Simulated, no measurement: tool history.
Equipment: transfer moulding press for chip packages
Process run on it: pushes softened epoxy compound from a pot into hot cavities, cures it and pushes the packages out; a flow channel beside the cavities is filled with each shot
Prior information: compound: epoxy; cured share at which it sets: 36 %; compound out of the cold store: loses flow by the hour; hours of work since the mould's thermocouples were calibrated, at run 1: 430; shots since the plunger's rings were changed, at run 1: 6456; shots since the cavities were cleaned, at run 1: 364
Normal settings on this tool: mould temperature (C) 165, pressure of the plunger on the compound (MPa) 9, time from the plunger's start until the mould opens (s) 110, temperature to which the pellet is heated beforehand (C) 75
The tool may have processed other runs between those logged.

run   hour  mould temperature (C)  pressure of the plunger on the compound (MPa)  time from the plunger's start until the mould opens (s)  temperature to which the pellet is heated beforehand (C)  hours of work since the mould's thermocouples were calibrated  shots since the plunger's rings were changed  shots since the cavities were cleaned  incoming compound's hours out of the cold store  length that the compound runs in the flow channel (mm)  greatest force on the pins that push the packages out (N)
  1      0                    165                                              9                                                      110                                                        75                                                            430                                          6456                                    364                                             36.1                                                     613                                                        423
       5.8  -- cavities cleaned with cleaning compound and waxed
      14.2  -- plunger's sealing rings changed
  2   38.2                    165                                              9                                                      110                                                        68                                                            455                                           316                                    394                                               14                                                     670                                                        427
      41.7  -- cavities cleaned with cleaning compound and waxed
  3   71.6                    165                                              9                                                      110                                                        68                                                            478                                           734                                    392                                             24.9                                                     651                                                        428
      75.4  -- cavities cleaned with cleaning compound and waxed
  4   93.2                    165                                              9                                                      110                                                        68                                                            493                                           999                                    234                                             24.1                                                     653                                                        428
     110.8  -- cavities cleaned with cleaning compound and waxed
     133.6  -- mould's thermocouples calibrated
  5  134.3                    165                                              9                                                      102                                                        75                                                              1                                          1493                                    282                                             42.3                                                     613                                                        466
       147  -- cavities cleaned with cleaning compound and waxed
  6  159.9                    165                                              9                                                      110                                                        75                                                             18                                          1809                                    169                                             42.9                                                     607                                                        416
  7  177.3                    165                                              9                                                      110                                                        75                                                             31                                          2038                                    398                                             10.6                                                     687                                                        427
       181  -- cavities cleaned with cleaning compound and waxed
  8  196.1                    165                                              9                                                      110                                                        75                                                             44                                          2266                                    198                                             42.7                                                     608                                                        395
     215.9  -- cavities cleaned with cleaning compound and waxed
  9  225.2                    165                                              9                                                      101                                                        75                                                             64                                          2628                                    122                                             14.4                                                     674                                                        479
     250.3  -- cavities cleaned with cleaning compound and waxed
 10  252.5                    165                                              9                                                      101                                                        75                                                             83                                          2968                                     29                                             31.7                                                     639                                                        443
     283.9  -- cavities cleaned with cleaning compound and waxed
 11  289.4                    165                                              9                                                      101                                                        75                                                            109                                          3433                                     73                                             33.3                                                     628                                                        457
     319.7  -- cavities cleaned with cleaning compound and waxed
 12  321.3                    165                                              9                                                      101                                                        75                                                            131                                          3832                                     21                                             43.7                                                     609                                                        464
 13  345.4                    165                                              9                                                      101                                                        75                                                            149                                          4148                                    337                                             25.1                                                     650                                                        461
       353  -- cavities cleaned with cleaning compound and waxed
 14  366.8                    165                                              9                                                      101                                                        75                                                            163                                          4410                                    181                                             18.3                                                     657                                                        476
 15  383.2                    168                                              9                                                      111                                                        75                                                            176                                          4626                                    397                                             35.3                                                     617                                                        394
     387.3  -- cavities cleaned with cleaning compound and waxed
 16  416.5                    165                                              9                                                      110                                                        81                                                            199                                          5044                                    384                                             24.6                                                     647                                                        413
     420.9  -- cavities cleaned with cleaning compound and waxed
 17    443                    163                                           6.97                                                      110                                                        82                                                            217                                          5372                                    290                                              8.4                                                     608                                                        465
     456.3  -- cavities cleaned with cleaning compound and waxed
 18  464.1                    163                                           6.97                                                       97                                                        80                                                            232                                          5630                                    103                                             34.5                                                     558                                                        532
     490.6  -- cavities cleaned with cleaning compound and waxed
 19  492.4                    163                                           6.97                                                       97                                                        80                                                            251                                          5982                                     23                                             17.2                                                     588                                                        545
       524  -- cavities cleaned with cleaning compound and waxed
 20  525.7                    165                                           7.53                                                      114                                                        75                                                            275                                          6400                                     22                                             22.8                                                     597                                                        398
     542.4  -- plunger's sealing rings changed
 21  553.5                    165                                           8.56                                                      110                                                        75                                                            293                                           145                                    354                                             35.7                                                     610                                                        412
     559.6  -- cavities cleaned with cleaning compound and waxed
 22  578.8                    168                                           8.56                                                      119                                                        74                                                            311                                           458                                    252                                             16.3                                                     641                                                        375
     595.4  -- cavities cleaned with cleaning compound and waxed
 23  615.3                    163                                           7.69                                                      119                                                        74                                                            336                                           918                                    261                                             12.2                                                     646                                                        424
     630.4  -- cavities cleaned with cleaning compound and waxed
 24  651.7                    166                                           7.61                                                      110                                                        75                                                            362                                          1377                                    280                                             29.1                                                     586                                                        406
     663.8  -- cavities cleaned with cleaning compound and waxed
 25  674.3                    166                                           7.61                                                      110                                                        68                                                            377                                          1655                                    138                                             31.5                                                     583                                                        391
     698.4  -- cavities cleaned with cleaning compound and waxed
 26  699.3                    166                                           7.61                                                      110                                                        68                                                            395                                          1963                                     12                                             35.1                                                     574                                                        403
 27  725.8                    165                                              9                                                      120                                                        75                                                            414                                          2311                                    360                                             34.1                                                     634                                                        402

3 options for the next run, each taken on its own from the tool as it stands now. Forecast them:
     732.7  -- cavities cleaned with cleaning compound and waxed
  A   749                    173                                              9                                                      144                                                        76                                                            430                                          2597                                    214                                             16.2                                                       ?                                                          ?
     732.7  -- cavities cleaned with cleaning compound and waxed
  B   749                    165                                           8.27                                                      126                                                        75                                                            430                                          2597                                    214                                             10.8                                                       ?                                                          ?
     732.7  -- cavities cleaned with cleaning compound and waxed
  C   749                    161                                              9                                                      104                                                        78                                                            430                                          2597                                    214                                             34.1                                                       ?                                                          ?

run  length that the compound runs in the flow channel (mm)  greatest force on the pins that push the packages out (N)
  A                                                     647                                                        371
  B                                                     651                                                        386
  C                                                     642                                                        537
Take away the tool's hidden state, keep each run's random variation, and the runs would have read:
run  length that the compound runs in the flow channel (mm)  greatest force on the pins that push the packages out (N)
  A                                                     647                                                        369
  B                                                     651                                                        383
  C                                                     642                                                        534

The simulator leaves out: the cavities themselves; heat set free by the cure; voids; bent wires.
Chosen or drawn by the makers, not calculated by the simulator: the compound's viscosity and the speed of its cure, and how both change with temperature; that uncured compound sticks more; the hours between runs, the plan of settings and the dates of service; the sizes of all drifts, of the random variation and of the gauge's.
